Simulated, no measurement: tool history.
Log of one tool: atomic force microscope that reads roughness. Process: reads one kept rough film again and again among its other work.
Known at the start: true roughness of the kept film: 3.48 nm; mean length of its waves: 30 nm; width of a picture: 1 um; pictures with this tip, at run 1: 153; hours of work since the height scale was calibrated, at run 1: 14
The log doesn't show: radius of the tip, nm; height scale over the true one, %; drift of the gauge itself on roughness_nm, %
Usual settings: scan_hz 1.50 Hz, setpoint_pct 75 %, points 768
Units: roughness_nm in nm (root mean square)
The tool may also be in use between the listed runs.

run   hour  scan_hz  setpoint_pct  points  pictures with this tip  hours of work since the height scale was calibrated  roughness_nm
  1    0.0     1.50            75     768                     153                                                   14         2.441
  2    4.3     1.50            75     768                     158                                                   17         2.423
  3   11.3     1.50            75     768                     166                                                   22         2.426
  4   21.6     1.50            75     768                     178                                                   30         2.396
  5   29.6     1.50            75     768                     187                                                   35         2.382
  6   37.2     1.50            75     768                     196                                                   41         2.349
  7   45.3     1.50            75     768                     205                                                   47         2.348
  8   55.6     1.50            75     768                     217                                                   54         2.318
  9   64.8     1.50            75     768                     227                                                   61         2.286
 10   74.7     1.50            75     444                     238                                                   68         2.254
 11   80.2     1.50            75     444                     245                                                   72         2.255
 12   86.0     1.50            61     768                     251                                                   76         2.408
 13   94.7     1.50            61     768                     261                                                   82         2.381
 14  100.4     2.17            61     768                     268                                                   87         2.324
 15  109.3     2.71            55     768                     278                                                   93         2.330
 16  114.3     3.16            85     305                     284                                                   96         1.686
 17  121.3     0.74            57     382                     292                                                  102         2.389
 18  128.9     1.50            88     381                     300                                                  107         1.958
 19  133.3     0.69            88     381                     305                                                  110         2.187
 20  142.0     0.62            83     768                     315                                                  116         2.227
 21  148.0     0.62            83     768                     322                                                  121         2.223
 22  157.5     0.62            83     768                     333                                                  128         2.201
 23  167.2     1.02            74     493                     344                                                  135         2.178
 24  177.2     1.50            75     309                     356                                                  142         2.051
 25  182.3     1.03            67     951                     361                                                  146         2.214
 26  189.5     2.96            75     348                     370                                                  151         1.849
 27  197.2     2.96            75     348                     378                                                  156         1.827
 28  202.5     0.52            80     505                     385                                                  160         2.160

Forecast each of these 5 alternatives for the next run:
     204.1  -- new tip fitted
  A  210.5     1.50            75     862                       7                                                  166             ?
     204.1  -- new tip fitted
  B  210.5     1.17            80     505                       7                                                  166             ?
     204.1  -- new tip fitted
  C  210.5     2.85            80     505                       7                                                  166             ?
     204.1  -- new tip fitted
  D  210.5     0.79            58     297                       7                                                  166             ?
     204.1  -- new tip fitted
  E  210.5     1.50            75     422                       7                                                  166             ?

run  roughness_nm
  A         2.762
  B         2.757
  C         2.373
  D         3.013
  E         2.757
Without the tool's hidden state the same runs would have given:
run  roughness_nm
  A         2.792
  B         2.787
  C         2.399
  D         3.045
  E         2.787
